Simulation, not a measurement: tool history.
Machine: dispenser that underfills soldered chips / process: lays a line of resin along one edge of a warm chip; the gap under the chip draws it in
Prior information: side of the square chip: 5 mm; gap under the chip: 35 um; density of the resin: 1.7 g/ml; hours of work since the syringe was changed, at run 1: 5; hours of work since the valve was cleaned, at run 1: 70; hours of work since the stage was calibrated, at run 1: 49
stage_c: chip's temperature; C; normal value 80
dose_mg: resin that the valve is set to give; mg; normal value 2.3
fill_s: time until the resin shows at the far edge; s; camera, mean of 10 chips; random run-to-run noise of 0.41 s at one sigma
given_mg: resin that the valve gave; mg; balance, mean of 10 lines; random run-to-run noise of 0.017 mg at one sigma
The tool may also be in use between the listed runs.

| run | hour | stage_c | dose_mg | hours of work since the syringe was changed | hours of work since the valve was cleaned | hours of work since the stage was calibrated | fill_s | given_mg |
|---|---|---|---|---|---|---|---|---|
| 1 | 0 | 80 | 2.3 | 5 | 70 | 49 | 43 | 2.2 |
|  | 0.9 | new syringe of resin |
| 2 | 7 | 80 | 2.3 | 4 | 74 | 53 | 38.6 | 2.15 |
|  | 10.2 | new syringe of resin |
|  | 20.3 | new syringe of resin |
| 3 | 20.3 | 80 | 2.3 | 0 | 82 | 61 | 28.3 | 2.16 |
|  | 30 | new syringe of resin |
| 4 | 31.4 | 94 | 2.3 | 1 | 89 | 68 | 19.3 | 2.16 |
| 5 | 37.4 | 94 | 2.3 | 5 | 92 | 71 | 26.2 | 2.13 |
|  | 39.8 | new syringe of resin |
|  | 49.3 | new syringe of resin |
| 6 | 49.5 | 91 | 2.3 | 0 | 99 | 78 | 20.7 | 2.14 |
|  | 51.5 | dispensing valve cleaned and set on the balance |
| 7 | 58.8 | 91 | 2.3 | 5 | 4 | 83 | 29.7 | 2.31 |
|  | 60.1 | new syringe of resin |
| 8 | 66.3 | 91 | 2.42 | 4 | 9 | 88 | 25.5 | 2.43 |
|  | 70.3 | new syringe of resin |
|  | 79.9 | new syringe of resin |
| 9 | 80.3 | 91 | 2.42 | 0 | 17 | 96 | 20 | 2.39 |
| 10 | 88 | 91 | 2.42 | 5 | 22 | 101 | 29.3 | 2.39 |
|  | 89.1 | new syringe of resin |
|  | 98.8 | new syringe of resin |
| 11 | 100.7 | 91 | 2.42 | 1 | 29 | 108 | 22 | 2.35 |
|  | 108.1 | new syringe of resin |
| 12 | 108.1 | 80 | 2.3 | 0 | 34 | 112 | 28.2 | 2.28 |
| 13 | 113.8 | 80 | 2.3 | 4 | 37 | 116 | 36.8 | 2.27 |
|  | 117.9 | new syringe of resin |
| 14 | 121.9 | 80 | 2.3 | 2 | 42 | 121 | 35 | 2.22 |
|  | 127.3 | new syringe of resin |
| 15 | 135.3 | 80 | 2.3 | 5 | 50 | 129 | 42.3 | 2.24 |
|  | 136.7 | new syringe of resin |
| 16 | 145 | 80 | 2.3 | 5 | 56 | 135 | 43.3 | 2.2 |
|  | 146.4 | new syringe of resin |
|  | 156.1 | new syringe of resin |
| 17 | 156.7 | 88 | 2.3 | 0 | 62 | 141 | 22.9 | 2.19 |
| 18 | 164.2 | 75 | 2.97 | 5 | 67 | 146 | 52.1 | 2.79 |
|  | 165.5 | new syringe of resin |
|  | 175 | new syringe of resin |
| 19 | 176.4 | 71 | 2.52 | 1 | 74 | 153 | 41.1 | 2.39 |
|  | 184.7 | new syringe of resin |
| 20 | 186.1 | 85 | 2.01 | 1 | 80 | 159 | 27.2 | 1.89 |
| 21 | 193.3 | 80 | 2.62 | 5 | 84 | 163 | 42.5 | 2.44 |
|  | 194.7 | new syringe of resin |
|  | 203.9 | new syringe of resin |
| 22 | 203.9 | 75 | 2.75 | 0 | 90 | 169 | 34.2 | 2.56 |
|  | 213.9 | new syringe of resin |
| 23 | 217.2 | 68 | 2.13 | 2 | 98 | 177 | 52.9 | 1.97 |
|  | 221.2 | dispensing valve cleaned and set on the balance |
|  | 225.3 | new syringe of resin |
| 24 | 231.9 | 80 | 2.3 | 4 | 6 | 186 | 39.4 | 2.29 |
|  | 234.8 | new syringe of resin |
| 25 | 242.5 | 93 | 2.39 | 5 | 13 | 192 | 27.4 | 2.37 |
|  | 244.6 | new syringe of resin |
| 26 | 250.1 | 74 | 2.04 | 3 | 17 | 196 | 46.8 | 2.01 |
|  | 254.3 | new syringe of resin |
| 27 | 258.3 | 75 | 2.25 | 2 | 22 | 201 | 41.9 | 2.21 |
|  | 263.8 | new syringe of resin |
| 28 | 270.3 | 75 | 2.27 | 4 | 29 | 208 | 47.1 | 2.23 |
|  | 273.2 | new syringe of resin |
| 29 | 278.6 | 86 | 2.29 | 3 | 34 | 213 | 29.9 | 2.27 |
|  | 283.1 | new syringe of resin |
| 30 | 284.9 | 92 | 2.95 | 1 | 38 | 217 | 21.6 | 2.88 |
| 31 | 291.9 | 86 | 2.72 | 5 | 42 | 221 | 36.5 | 2.67 |
|  | 293.3 | new syringe of resin |
| 32 | 301.5 | 94 | 2.75 | 5 | 48 | 227 | 26.8 | 2.71 |
|  | 302.7 | new syringe of resin |
|  | 312.7 | new syringe of resin |
| 33 | 312.9 | 80 | 2.12 | 0 | 54 | 233 | 30.3 | 2.03 |

Measured less the same run without the tool's hidden state. The same run-to-run variation is in both; the gauge's scatter may not be:
Hidden conditions of the tool in this case: resin's viscosity, % of fresh resin's; dose that the valve gives, % of what is set; true chip temperature over the reading, C; drift of the gauge itself on fill_s, %; drift of the gauge itself on given_mg, %.
| run | fill_s | given_mg |
|---|---|---|
| 1 | +14.5 | -0.13 |
| 2 | +9.9 | -0.13 |
| 3 | +0.2 | -0.14 |
| 4 | +1.5 | -0.16 |
| 5 | +7.9 | -0.16 |
| 6 | +0.4 | -0.18 |
| 7 | +9.9 | -0.01 |
| 8 | +6.7 | -0.01 |
| 9 | +0.4 | -0.03 |
| 10 | +9.4 | -0.04 |
| 11 | +2 | -0.05 |
| 12 | -0.2 | -0.06 |
| 13 | +8.7 | -0.06 |
| 14 | +6.8 | -0.08 |
| 15 | +14.2 | -0.08 |
| 16 | +14.4 | -0.1 |
| 17 | +1.4 | -0.11 |
| 18 | +17.7 | -0.16 |
| 19 | +3.1 | -0.14 |
| 20 | +2.3 | -0.12 |
| 21 | +14.6 | -0.17 |
| 22 | +1.2 | -0.19 |
| 23 | +9.3 | -0.16 |
| 24 | +11.5 | +0 |
| 25 | +8.6 | -0.01 |
| 26 | +11.7 | -0.01 |
| 27 | +7.9 | -0.03 |
| 28 | +13.2 | -0.04 |
| 29 | +7 | -0.05 |
| 30 | +2.3 | -0.06 |
| 31 | +13.1 | -0.07 |
| 32 | +8.6 | -0.09 |
| 33 | +1.3 | -0.08 |
